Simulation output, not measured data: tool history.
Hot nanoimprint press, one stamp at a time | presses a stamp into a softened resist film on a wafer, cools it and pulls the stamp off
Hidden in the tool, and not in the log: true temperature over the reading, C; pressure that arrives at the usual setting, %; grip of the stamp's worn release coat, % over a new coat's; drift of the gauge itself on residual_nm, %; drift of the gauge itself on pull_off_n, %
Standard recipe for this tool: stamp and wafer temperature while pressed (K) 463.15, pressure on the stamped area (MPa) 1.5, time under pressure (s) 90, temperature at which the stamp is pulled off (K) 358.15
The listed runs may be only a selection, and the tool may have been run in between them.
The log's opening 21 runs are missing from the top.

run     day  stamp and wafer temperature while pressed (K)  pressure on the stamped area (MPa)  time under pressure (s)  temperature at which the stamp is pulled off (K)  hours of work since the thermocouple was calibrated  imprints on the stamp's release coat  hours of work since the press's seals were changed  resist left under the stamp's widest pad (nm)  greatest force while the stamp is pulled off (N)
 22  15.942                                         463.15                                 1.5                       61                                            358.15                                                  212                                   108                                                 517                                          322.6                                               207
 23  16.746                                         470.15                                 1.5                       90                                            358.15                                                  221                                   168                                                 527                                            245                                               206
 24  17.192                                         451.15                                 1.1                      136                                            358.15                                                  227                                   202                                                 533                                          386.7                                               209
 25  18.158                                         452.15                                 1.1                       78                                            358.15                                                  239                                   274                                                 544                                          419.1                                               205
 26  18.933                                         457.15                                 1.5                       63                                            358.15                                                  248                                   332                                                 554                                          362.5                                               205
 27  19.488                                         454.15                                1.19                       90                                            358.15                                                  255                                   374                                                 561                                          387.4                                               204
 28  20.175                                         473.15                                1.19                      150                                            354.15                                                  263                                   425                                                 569                                          219.5                                               232
 29  20.633                                         473.15                                1.19                      150                                            346.15                                                  269                                   460                                                 575                                          218.2                                               280
 30  21.112                                         473.15                                1.19                      150                                            350.15                                                  275                                   496                                                 581                                          219.2                                               248

Below are 4 alternative next runs, each starting from the tool's condition after run 30. Predict each:
  A  21.629                                         460.15                                1.19                      174                                            350.15                                                  281                                   534                                                 587                                              ?                                                 ?
  B  21.629                                         473.15                                1.71                      150                                            350.15                                                  281                                   534                                                 587                                              ?                                                 ?
  C  21.629                                         461.15                                1.14                       53                                            358.15                                                  281                                   534                                                 587                                              ?                                                 ?
  D  21.629                                         473.15                                 1.3                       71                                            352.15                                                  281                                   534                                                 587                                              ?                                                 ?

run  resist left under the stamp's widest pad (nm)  greatest force while the stamp is pulled off (N)
  A                                          288.8                                               251
  B                                          177.8                                               250
  C                                          384.3                                               208
  D                                            265                                               244
The same runs, with their run-to-run variation unchanged, on a tool lacking any hidden condition would have given:
run  resist left under the stamp's widest pad (nm)  greatest force while the stamp is pulled off (N)
  A                                          288.3                                               249
  B                                          177.4                                               249
  C                                          383.9                                               207
  D                                          264.6                                               243
